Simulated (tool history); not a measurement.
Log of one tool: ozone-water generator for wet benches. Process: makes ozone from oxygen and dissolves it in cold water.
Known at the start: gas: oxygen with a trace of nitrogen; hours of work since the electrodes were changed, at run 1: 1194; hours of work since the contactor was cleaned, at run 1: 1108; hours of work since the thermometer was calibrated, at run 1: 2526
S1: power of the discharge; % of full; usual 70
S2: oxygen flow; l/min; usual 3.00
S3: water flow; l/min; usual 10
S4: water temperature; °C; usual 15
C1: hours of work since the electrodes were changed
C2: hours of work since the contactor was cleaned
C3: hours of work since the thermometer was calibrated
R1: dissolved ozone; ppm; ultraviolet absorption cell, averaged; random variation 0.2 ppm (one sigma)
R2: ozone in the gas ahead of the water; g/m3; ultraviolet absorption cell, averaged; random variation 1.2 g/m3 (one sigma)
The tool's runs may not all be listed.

| run | hour | S1 | S2 | S3 | S4 | C1 | C2 | C3 | R1 | R2 |
|---|---|---|---|---|---|---|---|---|---|---|
| 1 | 0.0 | 70 | 3.00 | 10 | 15 | 1194 | 1108 | 2526 | 27.3 | 224.5 |
| 2 | 62.5 | 70 | 3.00 | 10 | 15 | 1234 | 1149 | 2566 | 27.8 | 221.8 |
| 3 | 134.5 | 70 | 3.00 | 10 | 19 | 1281 | 1196 | 2613 | 26.0 | 220.8 |
| 4 | 181.6 | 70 | 3.00 | 10 | 19 | 1311 | 1226 | 2643 | 25.8 | 220.7 |
| 5 | 236.2 | 70 | 3.00 | 10 | 15 | 1347 | 1261 | 2679 | 27.4 | 221.8 |
| 6 | 304.5 | 70 | 3.00 | 10 | 15 | 1391 | 1306 | 2723 | 27.4 | 223.9 |
| 7 | 347.1 | 70 | 4.00 | 10 | 15 | 1419 | 1333 | 2751 | 27.1 | 190.6 |
| 8 | 387.1 | 70 | 3.00 | 10 | 15 | 1445 | 1359 | 2777 | 27.4 | 217.0 |
| 9 | 459.7 | 57 | 3.00 | 10 | 15 | 1492 | 1406 | 2824 | 23.4 | 191.7 |
| 10 | 529.7 | 57 | 3.00 | 10 | 15 | 1537 | 1452 | 2869 | 23.6 | 193.3 |
|  | 543.2 | water thermometer calibrated |
| 11 | 610.7 | 70 | 3.00 | 10 | 15 | 1589 | 1504 | 44 | 27.6 | 220.4 |
| 12 | 656.9 | 70 | 3.00 | 10 | 15 | 1619 | 1534 | 74 | 27.1 | 220.4 |
| 13 | 732.0 | 70 | 3.00 | 10 | 15 | 1668 | 1583 | 122 | 27.0 | 220.7 |
| 14 | 804.9 | 70 | 3.00 | 10 | 15 | 1715 | 1630 | 170 | 27.2 | 220.4 |
| 15 | 883.5 | 69 | 3.00 | 10 | 15 | 1766 | 1681 | 221 | 26.9 | 218.5 |
| 16 | 935.2 | 69 | 3.00 | 10 | 15 | 1800 | 1714 | 254 | 26.6 | 218.7 |
| 17 | 1004.2 | 69 | 3.00 | 10 | 15 | 1844 | 1759 | 299 | 27.1 | 217.8 |
| 18 | 1062.9 | 70 | 2.81 | 10 | 16 | 1882 | 1797 | 337 | 26.6 | 225.4 |
| 19 | 1132.9 | 63 | 2.41 | 10 | 9 | 1928 | 1842 | 382 | 26.8 | 228.6 |
| 20 | 1193.2 | 76 | 2.34 | 7 | 18 | 1967 | 1882 | 421 | 36.3 | 263.9 |
| 21 | 1237.1 | 76 | 2.41 | 7 | 18 | 1995 | 1910 | 450 | 36.5 | 261.5 |
| 22 | 1270.5 | 76 | 3.00 | 15 | 8 | 2017 | 1932 | 472 | 20.7 | 231.0 |
| 23 | 1343.1 | 70 | 3.65 | 10 | 22 | 2064 | 1979 | 519 | 23.9 | 197.3 |
| 24 | 1414.5 | 44 | 2.82 | 10 | 11 | 2110 | 2025 | 565 | 20.4 | 162.2 |
| 25 | 1460.7 | 95 | 2.02 | 10 | 11 | 2140 | 2055 | 595 | 33.5 | 331.6 |
| 26 | 1527.6 | 47 | 1.84 | 12 | 15 | 2184 | 2098 | 638 | 16.2 | 212.4 |
| 27 | 1582.7 | 47 | 1.84 | 16 | 15 | 2219 | 2134 | 674 | 11.8 | 211.6 |
| 28 | 1643.0 | 47 | 1.84 | 7 | 15 | 2258 | 2173 | 713 | 26.7 | 212.1 |
| 29 | 1683.7 | 46 | 4.29 | 8 | 8 | 2285 | 2200 | 739 | 26.7 | 135.9 |
| 30 | 1739.0 | 46 | 4.29 | 8 | 8 | 2321 | 2235 | 775 | 26.7 | 136.1 |
| 31 | 1809.7 | 58 | 4.29 | 15 | 8 | 2367 | 2281 | 821 | 17.6 | 158.7 |
| 32 | 1879.9 | 58 | 4.84 | 7 | 8 | 2412 | 2327 | 867 | 34.5 | 149.4 |
| 33 | 1919.5 | 58 | 4.84 | 7 | 8 | 2438 | 2352 | 892 | 33.9 | 149.2 |
| 34 | 1995.7 | 70 | 4.64 | 11 | 15 | 2487 | 2402 | 942 | 24.5 | 174.1 |

Forecast each of these 3 alternatives for the next run:
| A | 2033.3 | 70 | 5.22 | 10 | 15 | 2512 | 2426 | 966 | ? | ? |
| B | 2033.3 | 67 | 3.00 | 7 | 15 | 2512 | 2426 | 966 | ? | ? |
| C | 2033.3 | 45 | 3.00 | 11 | 14 | 2512 | 2426 | 966 | ? | ? |

| run | R1 | R2 |
|---|---|---|
| A | 26.1 | 163.3 |
| B | 33.9 | 209.6 |
| C | 18.3 | 160.7 |
Without the tool's hidden state the same runs would have given:
| run | R1 | R2 |
|---|---|---|
| A | 27.9 | 170.1 |
| B | 36.0 | 218.1 |
| C | 19.3 | 165.2 |

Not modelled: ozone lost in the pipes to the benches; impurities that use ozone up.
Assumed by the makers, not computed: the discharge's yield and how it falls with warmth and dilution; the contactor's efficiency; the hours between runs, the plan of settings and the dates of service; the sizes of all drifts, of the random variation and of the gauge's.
